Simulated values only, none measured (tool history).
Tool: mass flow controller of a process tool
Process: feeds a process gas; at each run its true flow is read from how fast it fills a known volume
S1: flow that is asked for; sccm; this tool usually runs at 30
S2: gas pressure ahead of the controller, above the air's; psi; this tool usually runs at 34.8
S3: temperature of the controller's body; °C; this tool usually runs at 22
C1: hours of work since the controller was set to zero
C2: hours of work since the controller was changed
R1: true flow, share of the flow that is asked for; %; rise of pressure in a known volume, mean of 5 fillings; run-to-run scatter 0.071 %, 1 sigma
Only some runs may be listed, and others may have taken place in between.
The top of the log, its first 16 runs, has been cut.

run	day	S1	S2	S3	C1	C2	R1
17	37.833	30	34.8	24	1165	1165	99.95
18	40.679	30	34.8	24	1202	1202	100
19	42.267	11	28.4	20	1223	1223	98.74
20	43.996	8	32.3	22	1246	1246	98.29
21	45.804	8	32.3	22	1270	1270	98.39
22	48.988	30	29.2	28	1312	1312	99.44
23	52.421	30	29.2	28	1358	1358	99.49
24	54.25	24	22.3	24	1382	1382	99.09
25	56.625	7	21.2	24	1413	1413	97.53
26	58.725	7	21.2	38	1441	1441	96.09
27	60.842	30	34.8	25	1469	1469	99.95
28	64.333	30	34.8	25	1515	1515	99.93
29	67.304	30	34.8	25	1554	1554	99.9
30	70.558	30	34.8	25	1597	1597	99.88
31	73.1	30	34.8	25	1631	1631	99.85
32	75.704	30	34.8	25	1665	1665	99.82
33	77.246	13	24.5	24	1685	1685	98.28
34	79.058	10	24.5	21	1709	1709	98.3
35	80.696	10	25.7	21	1731	1731	98.35
36	83.946	10	25.7	21	1774	1774	98.25

Predict each of these 5 candidate next runs independently; none follows another, all start after run 36:
A	86.171	10	32.5	39	1803	1803	?
B	86.171	9	30.6	21	1803	1803	?
C	86.171	10	22	21	1803	1803	?
D	86.171	30	29.4	22	1803	1803	?
E	86.171	10	25.7	22	1803	1803	?

run	R1
A	97.07
B	98.28
C	98.17
D	99.95
E	98.2
Without the tool's unlogged condition, the same runs would have read:
run	R1
A	97.62
B	98.98
C	98.72
D	99.6
E	98.75
